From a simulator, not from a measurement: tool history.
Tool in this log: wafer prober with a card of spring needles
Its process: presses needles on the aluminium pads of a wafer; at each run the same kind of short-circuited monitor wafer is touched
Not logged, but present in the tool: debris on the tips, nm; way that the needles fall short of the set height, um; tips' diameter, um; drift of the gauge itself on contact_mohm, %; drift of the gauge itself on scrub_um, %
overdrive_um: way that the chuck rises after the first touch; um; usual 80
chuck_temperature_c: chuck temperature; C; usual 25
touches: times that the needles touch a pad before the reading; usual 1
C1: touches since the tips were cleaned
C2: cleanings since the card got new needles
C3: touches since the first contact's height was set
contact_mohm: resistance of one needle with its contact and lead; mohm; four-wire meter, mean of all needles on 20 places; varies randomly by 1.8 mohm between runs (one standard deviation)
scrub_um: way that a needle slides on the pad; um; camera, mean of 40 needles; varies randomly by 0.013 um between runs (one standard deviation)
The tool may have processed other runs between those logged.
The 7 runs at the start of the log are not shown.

{"hour": 51.0, "done": "tips cleaned on abrasive film"}
{"run": 8, "hour": 51.4, "overdrive_um": 80, "chuck_temperature_c": 25, "touches": 1, "C1": 220, "C2": 64, "C3": 29944, "contact_mohm": 187, "scrub_um": 9.83}
{"hour": 57.0, "done": "tips cleaned on abrasive film"}
{"run": 9, "hour": 59.8, "overdrive_um": 80, "chuck_temperature_c": 25, "touches": 1, "C1": 1573, "C2": 65, "C3": 34487, "contact_mohm": 198, "scrub_um": 9.82}
{"hour": 63.0, "done": "tips cleaned on abrasive film"}
{"hour": 68.9, "done": "tips cleaned on abrasive film"}
{"run": 10, "hour": 70.9, "overdrive_um": 80, "chuck_temperature_c": 25, "touches": 1, "C1": 1070, "C2": 67, "C3": 40425, "contact_mohm": 192, "scrub_um": 9.8}
{"hour": 75.1, "done": "tips cleaned on abrasive film"}
{"run": 11, "hour": 80.2, "overdrive_um": 80, "chuck_temperature_c": 25, "touches": 1, "C1": 2763, "C2": 68, "C3": 45445, "contact_mohm": 207, "scrub_um": 9.81}
{"hour": 81.1, "done": "tips cleaned on abrasive film"}
{"run": 12, "hour": 86.5, "overdrive_um": 80, "chuck_temperature_c": 25, "touches": 1, "C1": 2941, "C2": 69, "C3": 48841, "contact_mohm": 207, "scrub_um": 9.81}
{"hour": 87.1, "done": "tips cleaned on abrasive film"}
{"run": 13, "hour": 92.4, "overdrive_um": 80, "chuck_temperature_c": 25, "touches": 1, "C1": 2892, "C2": 70, "C3": 52019, "contact_mohm": 207, "scrub_um": 9.79}
{"hour": 93.3, "done": "tips cleaned on abrasive film"}
{"run": 14, "hour": 97.3, "overdrive_um": 80, "chuck_temperature_c": 120, "touches": 1, "C1": 2194, "C2": 71, "C3": 54618, "contact_mohm": 220, "scrub_um": 9.76}
{"hour": 99.8, "done": "tips cleaned on abrasive film"}
{"hour": 105.8, "done": "tips cleaned on abrasive film"}
{"run": 15, "hour": 106.5, "overdrive_um": 80, "chuck_temperature_c": 120, "touches": 1, "C1": 397, "C2": 73, "C3": 59561, "contact_mohm": 210, "scrub_um": 9.76}
{"hour": 111.8, "done": "tips cleaned on abrasive film"}
{"run": 16, "hour": 113.7, "overdrive_um": 87, "chuck_temperature_c": 120, "touches": 1, "C1": 1002, "C2": 74, "C3": 63404, "contact_mohm": 211, "scrub_um": 10.63}
{"hour": 117.8, "done": "tips cleaned on abrasive film"}
{"run": 17, "hour": 118.6, "overdrive_um": 96, "chuck_temperature_c": 27, "touches": 1, "C1": 407, "C2": 75, "C3": 66038, "contact_mohm": 187, "scrub_um": 11.71}
{"hour": 123.8, "done": "tips cleaned on abrasive film"}
{"run": 18, "hour": 126.0, "overdrive_um": 96, "chuck_temperature_c": 27, "touches": 1, "C1": 1221, "C2": 76, "C3": 70034, "contact_mohm": 192, "scrub_um": 11.73}
{"hour": 129.9, "done": "tips cleaned on abrasive film"}
{"run": 19, "hour": 135.1, "overdrive_um": 96, "chuck_temperature_c": 27, "touches": 1, "C1": 2797, "C2": 77, "C3": 74929, "contact_mohm": 199, "scrub_um": 11.7}
{"hour": 136.1, "done": "tips cleaned on abrasive film"}
{"hour": 142.4, "done": "tips cleaned on abrasive film"}
{"run": 20, "hour": 143.3, "overdrive_um": 93, "chuck_temperature_c": 25, "touches": 2, "C1": 445, "C2": 79, "C3": 79296, "contact_mohm": 185, "scrub_um": 11.31}
{"hour": 148.2, "done": "tips cleaned on abrasive film"}
{"run": 21, "hour": 153.4, "overdrive_um": 65, "chuck_temperature_c": 68, "touches": 2, "C1": 2798, "C2": 80, "C3": 84765, "contact_mohm": 210, "scrub_um": 7.84}
{"hour": 154.3, "done": "tips cleaned on abrasive film"}
{"run": 22, "hour": 158.1, "overdrive_um": 99, "chuck_temperature_c": 40, "touches": 2, "C1": 2049, "C2": 81, "C3": 87283, "contact_mohm": 194, "scrub_um": 12.06}
{"hour": 160.6, "done": "tips cleaned on abrasive film"}
{"hour": 166.6, "done": "tips cleaned on abrasive film"}
{"run": 23, "hour": 168.3, "overdrive_um": 99, "chuck_temperature_c": 40, "touches": 2, "C1": 974, "C2": 83, "C3": 92786, "contact_mohm": 188, "scrub_um": 12.01}
{"hour": 172.6, "done": "tips cleaned on abrasive film"}
{"run": 24, "hour": 174.3, "overdrive_um": 70, "chuck_temperature_c": 111, "touches": 1, "C1": 952, "C2": 84, "C3": 95982, "contact_mohm": 215, "scrub_um": 8.44}
{"hour": 178.9, "done": "tips cleaned on abrasive film"}
{"run": 25, "hour": 183.6, "overdrive_um": 79, "chuck_temperature_c": 25, "touches": 2, "C1": 2562, "C2": 85, "C3": 101004, "contact_mohm": 199, "scrub_um": 9.55}
{"hour": 185.3, "done": "tips cleaned on abrasive film"}
{"hour": 186.4, "done": "height of the first contact set anew"}
{"run": 26, "hour": 191.1, "overdrive_um": 80, "chuck_temperature_c": 53, "touches": 2, "C1": 2991, "C2": 86, "C3": 2539, "contact_mohm": 199, "scrub_um": 9.87}
{"hour": 191.8, "done": "tips cleaned on abrasive film"}
{"run": 27, "hour": 196.3, "overdrive_um": 61, "chuck_temperature_c": 81, "touches": 2, "C1": 2478, "C2": 87, "C3": 5356, "contact_mohm": 219, "scrub_um": 7.54}
{"hour": 197.9, "done": "tips cleaned on abrasive film"}
{"run": 28, "hour": 203.6, "overdrive_um": 80, "chuck_temperature_c": 25, "touches": 3, "C1": 3093, "C2": 88, "C3": 9259, "contact_mohm": 192, "scrub_um": 9.89}
{"hour": 204.5, "done": "tips cleaned on abrasive film"}
{"run": 29, "hour": 209.8, "overdrive_um": 80, "chuck_temperature_c": 25, "touches": 2, "C1": 2900, "C2": 89, "C3": 12590, "contact_mohm": 198, "scrub_um": 9.87}
{"hour": 210.4, "done": "tips cleaned on abrasive film"}
{"hour": 216.3, "done": "tips cleaned on abrasive film"}
{"run": 30, "hour": 216.4, "overdrive_um": 80, "chuck_temperature_c": 25, "touches": 2, "C1": 25, "C2": 91, "C3": 16084, "contact_mohm": 184, "scrub_um": 9.87}
{"hour": 222.1, "done": "tips cleaned on abrasive film"}
{"run": 31, "hour": 223.9, "overdrive_um": 80, "chuck_temperature_c": 25, "touches": 2, "C1": 969, "C2": 92, "C3": 20156, "contact_mohm": 190, "scrub_um": 9.84}

Branching from run 31: 5 alternative next runs. What would each branch give?
{"hour": 228.0, "done": "tips cleaned on abrasive film"}
{"run": "A", "hour": 229.6, "overdrive_um": 63, "chuck_temperature_c": 26, "touches": 2, "C1": 881, "C2": 93, "C3": 23223, "contact_mohm": "?", "scrub_um": "?"}
{"hour": 228.0, "done": "tips cleaned on abrasive film"}
{"run": "B", "hour": 229.6, "overdrive_um": 76, "chuck_temperature_c": 25, "touches": 3, "C1": 881, "C2": 93, "C3": 23223, "contact_mohm": "?", "scrub_um": "?"}
{"hour": 228.0, "done": "tips cleaned on abrasive film"}
{"run": "C", "hour": 229.6, "overdrive_um": 72, "chuck_temperature_c": 84, "touches": 2, "C1": 881, "C2": 93, "C3": 23223, "contact_mohm": "?", "scrub_um": "?"}
{"hour": 228.0, "done": "tips cleaned on abrasive film"}
{"run": "D", "hour": 229.6, "overdrive_um": 80, "chuck_temperature_c": 70, "touches": 1, "C1": 881, "C2": 93, "C3": 23223, "contact_mohm": "?", "scrub_um": "?"}
{"hour": 228.0, "done": "tips cleaned on abrasive film"}
{"run": "E", "hour": 229.6, "overdrive_um": 72, "chuck_temperature_c": 93, "touches": 1, "C1": 881, "C2": 93, "C3": 23223, "contact_mohm": "?", "scrub_um": "?"}

run=A contact_mohm=195 scrub_um=7.77
run=B contact_mohm=188 scrub_um=9.34
run=C contact_mohm=203 scrub_um=8.86
run=D contact_mohm=203 scrub_um=9.86
run=E contact_mohm=210 scrub_um=8.85
Without the tool's unlogged condition, the same runs would have read:
run=A contact_mohm=184 scrub_um=7.83
run=B contact_mohm=183 scrub_um=9.40
run=C contact_mohm=195 scrub_um=8.92
run=D contact_mohm=193 scrub_um=9.92
run=E contact_mohm=197 scrub_um=8.91
